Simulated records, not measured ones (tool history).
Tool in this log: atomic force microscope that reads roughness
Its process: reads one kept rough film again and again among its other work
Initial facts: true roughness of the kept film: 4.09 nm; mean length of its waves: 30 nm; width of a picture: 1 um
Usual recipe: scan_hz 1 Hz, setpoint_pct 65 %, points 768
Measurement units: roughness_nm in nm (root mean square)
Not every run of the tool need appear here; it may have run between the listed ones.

run	hour	scan_hz	setpoint_pct	points	roughness_nm
1	0	1	65	768	3.694
2	32.1	1	65	768	3.552
3	56.9	1	65	768	3.439
4	79	1	65	768	3.343
5	112.1	1	65	768	3.248
6	145.7	1	65	768	3.148
7	172.2	1	65	768	3.06
8	193.5	1	65	768	3.012
9	224.9	1	65	768	2.936
10	245.2	1	65	768	2.839
11	272.8	1.68	78	363	2.657
12	312.9	1	63	768	3.541
13	343.3	1.72	83	303	3.19
14	361.7	0.91	80	517	3.307
15	383.2	0.91	80	517	3.221
16	407.5	3.46	81	768	2.799
17	435.1	1.71	65	608	3.094

Put back what was entered between runs (3 entries, withheld): which listed runs does each sit between, and how does the hidden state differ from the listed run before to the listed run after?
Run 5 -> run 6: height scale calibrated on a step standard (hour 115.4)
  radius of the tip, nm: 13.5 -> 15.8; height scale over the true one, %: 0.27 -> 0.45
  the result without the hidden state subtracted from the measured one, roughness_nm: -0.443 -> -0.541 nm (root mean square)
Run 11 -> run 12: new tip fitted (hour 279.7); height scale calibrated on a step standard, once more (hour 308.9)
  radius of the tip, nm: 24.8 -> 7.5; height scale over the true one, %: 0.49 -> -0.04
  the result without the hidden state subtracted from the measured one, roughness_nm: -0.85 -> -0.146 nm (root mean square)

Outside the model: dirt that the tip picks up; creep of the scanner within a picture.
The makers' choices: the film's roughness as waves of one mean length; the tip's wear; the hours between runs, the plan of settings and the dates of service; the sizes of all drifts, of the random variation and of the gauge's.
